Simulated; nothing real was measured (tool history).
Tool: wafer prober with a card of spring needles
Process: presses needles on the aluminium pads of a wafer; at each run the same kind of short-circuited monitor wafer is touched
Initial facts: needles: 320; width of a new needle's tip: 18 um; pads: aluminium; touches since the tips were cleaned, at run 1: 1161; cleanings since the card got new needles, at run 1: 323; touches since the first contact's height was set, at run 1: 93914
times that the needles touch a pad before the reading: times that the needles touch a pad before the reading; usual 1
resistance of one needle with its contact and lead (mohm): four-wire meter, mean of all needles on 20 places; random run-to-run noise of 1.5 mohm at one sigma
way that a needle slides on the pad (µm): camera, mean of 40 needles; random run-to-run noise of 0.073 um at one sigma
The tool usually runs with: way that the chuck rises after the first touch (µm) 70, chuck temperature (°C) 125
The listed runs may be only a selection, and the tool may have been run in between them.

run     day  way that the chuck rises after the first touch (µm)  chuck temperature (°C)  times that the needles touch a pad before the reading  touches since the tips were cleaned  cleanings since the card got new needles  touches since the first contact's height was set  resistance of one needle with its contact and lead (mohm)  way that a needle slides on the pad (µm)
  1   0.000                                                   70                     125                                                      1                                 1161                                       323                                             93914                                                        132                                     10.68
      0.221  -- tips cleaned on abrasive film
      0.588  -- tips cleaned on abrasive film
      0.883  -- tips cleaned on abrasive film
      1.250  -- tips cleaned on abrasive film
  2   1.479                                                   71                     125                                                      1                                 2904                                       327                                            112430                                                        132                                     10.77
      1.558  -- tips cleaned on abrasive film
      1.850  -- tips cleaned on abrasive film
      2.146  -- tips cleaned on abrasive film
      2.512  -- tips cleaned on abrasive film
      2.879  -- tips cleaned on abrasive film
      3.175  -- tips cleaned on abrasive film
      3.542  -- tips cleaned on abrasive film
      3.908  -- tips cleaned on abrasive film
      4.275  -- tips cleaned on abrasive film
  3   4.533                                                   71                     125                                                      1                                 3239                                       336                                            150564                                                        132                                     10.82
      4.608  -- tips cleaned on abrasive film
      4.975  -- tips cleaned on abrasive film
      5.271  -- tips cleaned on abrasive film
      5.638  -- tips cleaned on abrasive film
      5.650  -- height of the first contact set anew
      6.017  -- tips cleaned on abrasive film
      6.312  -- tips cleaned on abrasive film
      6.679  -- tips cleaned on abrasive film
  4   6.750                                                   70                      98                                                      1                                  917                                       343                                             13774                                                        129                                     10.65
      7.046  -- tips cleaned on abrasive film
      7.342  -- tips cleaned on abrasive film
      7.708  -- tips cleaned on abrasive film
      8.000  -- tips cleaned on abrasive film
      8.367  -- tips cleaned on abrasive film
      8.738  -- tips cleaned on abrasive film
      9.104  -- tips cleaned on abrasive film
  5   9.204                                                   70                      98                                                      1                                 1262                                       350                                             44423                                                        129                                     10.66
      9.425  -- tips cleaned on abrasive film
      9.721  -- tips cleaned on abrasive film
     10.088  -- tips cleaned on abrasive film
     10.379  -- tips cleaned on abrasive film
     10.746  -- tips cleaned on abrasive film
     11.117  -- tips cleaned on abrasive film
     11.483  -- tips cleaned on abrasive film
     11.850  -- tips cleaned on abrasive film
  6  11.962                                                   70                     125                                                      1                                 1419                                       358                                             78902                                                        132                                     10.68
     12.183  -- tips cleaned on abrasive film
     12.550  -- tips cleaned on abrasive film
     12.917  -- tips cleaned on abrasive film
     13.212  -- tips cleaned on abrasive film
     13.579  -- tips cleaned on abrasive film
     13.946  -- tips cleaned on abrasive film
     14.312  -- tips cleaned on abrasive film
     14.679  -- tips cleaned on abrasive film
     15.046  -- tips cleaned on abrasive film
     15.412  -- tips cleaned on abrasive film
  7  15.475                                                   70                     125                                                      1                                  783                                       368                                            122846                                                        133                                     10.61
     15.771  -- tips cleaned on abrasive film
     16.138  -- tips cleaned on abrasive film
     16.504  -- tips cleaned on abrasive film
     16.871  -- tips cleaned on abrasive film
     17.238  -- tips cleaned on abrasive film
  8  17.342                                                   70                     125                                                      2                                 1286                                       373                                            146172                                                        133                                     10.71
     17.562  -- tips cleaned on abrasive film
     17.858  -- tips cleaned on abrasive film
     18.150  -- tips cleaned on abrasive film
     18.517  -- tips cleaned on abrasive film
     18.750  -- height of the first contact set anew
     18.825  -- tips cleaned on abrasive film
     19.192  -- tips cleaned on abrasive film
     19.558  -- tips cleaned on abrasive film
     19.925  -- tips cleaned on abrasive film
     20.296  -- tips cleaned on abrasive film
  9  20.538                                                   70                     125                                                      2                                 3065                                       382                                             22351                                                        133                                     10.68
     20.612  -- tips cleaned on abrasive film
     20.979  -- tips cleaned on abrasive film
     21.346  -- tips cleaned on abrasive film
     21.642  -- tips cleaned on abrasive film
     22.008  -- tips cleaned on abrasive film
     22.375  -- tips cleaned on abrasive film
 10  22.633                                                   70                     125                                                      2                                 3278                                       388                                             48586                                                        132                                     10.68
     22.712  -- tips cleaned on abrasive film
     23.004  -- tips cleaned on abrasive film
     23.375  -- tips cleaned on abrasive film
     23.742  -- tips cleaned on abrasive film
     24.033  -- tips cleaned on abrasive film
     24.400  -- tips cleaned on abrasive film
     24.696  -- tips cleaned on abrasive film
     25.062  -- tips cleaned on abrasive film
     25.429  -- tips cleaned on abrasive film
     25.796  -- tips cleaned on abrasive film
     26.092  -- tips cleaned on abrasive film
 11  26.117                                                   70                     104                                                      1                                  308                                       399                                             92056                                                        132                                     10.70
     26.412  -- tips cleaned on abrasive film
     26.779  -- tips cleaned on abrasive film
     27.071  -- tips cleaned on abrasive film
     27.442  -- tips cleaned on abrasive film
     27.808  -- tips cleaned on abrasive film
     28.175  -- tips cleaned on abrasive film
     28.467  -- tips cleaned on abrasive film
     28.838  -- tips cleaned on abrasive film
 12  28.867                                                   68                      46                                                      3                                  403                                       407                                            126438                                                        124                                     10.44
     29.162  -- tips cleaned on abrasive film
     29.529  -- tips cleaned on abrasive film
     29.896  -- tips cleaned on abrasive film
     30.262  -- tips cleaned on abrasive film
     30.629  -- tips cleaned on abrasive film
     30.925  -- tips cleaned on abrasive film
     31.292  -- tips cleaned on abrasive film
     31.658  -- tips cleaned on abrasive film
     31.888  -- height of the first contact set anew
     32.038  -- tips cleaned on abrasive film
     32.404  -- tips cleaned on abrasive film
 13  32.462                                                   70                      39                                                      2                                  742                                       417                                              7170                                                        122                                     10.64
     32.758  -- tips cleaned on abrasive film
     33.125  -- tips cleaned on abrasive film
     33.421  -- tips cleaned on abrasive film
     33.921  -- card fitted with new needles
     34.288  -- tips cleaned on abrasive film
     34.583  -- tips cleaned on abrasive film
     34.950  -- tips cleaned on abrasive film
 14  35.042                                                   88                     125                                                      1                                 1167                                         3                                             14023                                                        131                                     13.45
     35.262  -- tips cleaned on abrasive film
     35.629  -- tips cleaned on abrasive film
     35.996  -- tips cleaned on abrasive film
     36.292  -- tips cleaned on abrasive film
     36.658  -- tips cleaned on abrasive film
     36.954  -- tips cleaned on abrasive film
     37.321  -- tips cleaned on abrasive film
     37.688  -- tips cleaned on abrasive film
 15  37.821                                                   88                     125                                                      1                                 1692                                        11                                             48777                                                        132                                     13.29
     38.042  -- tips cleaned on abrasive film
     38.412  -- tips cleaned on abrasive film
     38.779  -- tips cleaned on abrasive film
     39.146  -- tips cleaned on abrasive film
     39.512  -- tips cleaned on abrasive film
     39.879  -- tips cleaned on abrasive film
     40.246  -- tips cleaned on abrasive film
     40.612  -- tips cleaned on abrasive film
     40.975  -- tips cleaned on abrasive film
 16  40.975                                                   56                     109                                                      1                                    0                                        20                                             88215                                                        134                                      8.44
     41.271  -- tips cleaned on abrasive film
     41.638  -- tips cleaned on abrasive film
     42.004  -- tips cleaned on abrasive film
     42.371  -- tips cleaned on abrasive film
     42.738  -- tips cleaned on abrasive film
     43.104  -- tips cleaned on abrasive film
 17  43.283                                                   70                      62                                                      1                                 2241                                        26                                            117087                                                        124                                     10.62
     43.433  -- tips cleaned on abrasive film
     43.800  -- tips cleaned on abrasive film
     44.167  -- tips cleaned on abrasive film
     44.533  -- tips cleaned on abrasive film
     44.829  -- tips cleaned on abrasive film
     45.196  -- tips cleaned on abrasive film
 18  45.208                                                   70                      62                                                      1                                  164                                        32                                            141127                                                        127                                     10.79
     45.504  -- tips cleaned on abrasive film
     45.871  -- tips cleaned on abrasive film
     46.162  -- tips cleaned on abrasive film
     46.529  -- tips cleaned on abrasive film
     46.825  -- tips cleaned on abrasive film
     47.054  -- height of the first contact set anew
     47.204  -- tips cleaned on abrasive film
     47.571  -- tips cleaned on abrasive film
 19  47.704                                                   65                      67                                                      1                                 1692                                        39                                              8121                                                        126                                      9.90
     47.929  -- tips cleaned on abrasive film
     48.296  -- tips cleaned on abrasive film
     48.662  -- tips cleaned on abrasive film
     49.029  -- tips cleaned on abrasive film
     49.396  -- tips cleaned on abrasive film
     49.762  -- tips cleaned on abrasive film
 20  49.925                                                   67                     125                                                      2                                 2050                                        45                                             35884                                                        135                                     10.20
     50.075  -- tips cleaned on abrasive film
     50.371  -- tips cleaned on abrasive film
     50.738  -- tips cleaned on abrasive film
     51.104  -- tips cleaned on abrasive film
     51.471  -- tips cleaned on abrasive film
 21  51.542                                                   67                     125                                                      2                                  881                                        50                                             56053                                                        134                                     10.17

Here are 4 independent what-if runs from the current tool condition. What would each one return?
     51.833  -- tips cleaned on abrasive film
     52.204  -- tips cleaned on abrasive film
     52.571  -- tips cleaned on abrasive film
     52.938  -- tips cleaned on abrasive film
  A  53.008                                                   70                     121                                                      2                                  886                                        54                                             74387                                                          ?                                         ?
     51.833  -- tips cleaned on abrasive film
     52.204  -- tips cleaned on abrasive film
     52.571  -- tips cleaned on abrasive film
     52.938  -- tips cleaned on abrasive film
  B  53.008                                                   70                     125                                                      1                                  886                                        54                                             74387                                                          ?                                         ?
     51.833  -- tips cleaned on abrasive film
     52.204  -- tips cleaned on abrasive film
     52.571  -- tips cleaned on abrasive film
     52.938  -- tips cleaned on abrasive film
  C  53.008                                                   65                      34                                                      2                                  886                                        54                                             74387                                                          ?                                         ?
     51.833  -- tips cleaned on abrasive film
     52.204  -- tips cleaned on abrasive film
     52.571  -- tips cleaned on abrasive film
     52.938  -- tips cleaned on abrasive film
  D  53.008                                                   79                      98                                                      1                                  886                                        54                                             74387                                                          ?                                         ?

run  resistance of one needle with its contact and lead (mohm)  way that a needle slides on the pad (µm)
  A                                                        132                                     10.78
  B                                                        134                                     10.63
  C                                                        123                                      9.89
  D                                                        127                                     12.04
With the hidden condition removed and each run's random variation left untouched, the same runs would have given:
run  resistance of one needle with its contact and lead (mohm)  way that a needle slides on the pad (µm)
  A                                                        132                                     10.78
  B                                                        134                                     10.63
  C                                                        123                                      9.89
  D                                                        126                                     12.04
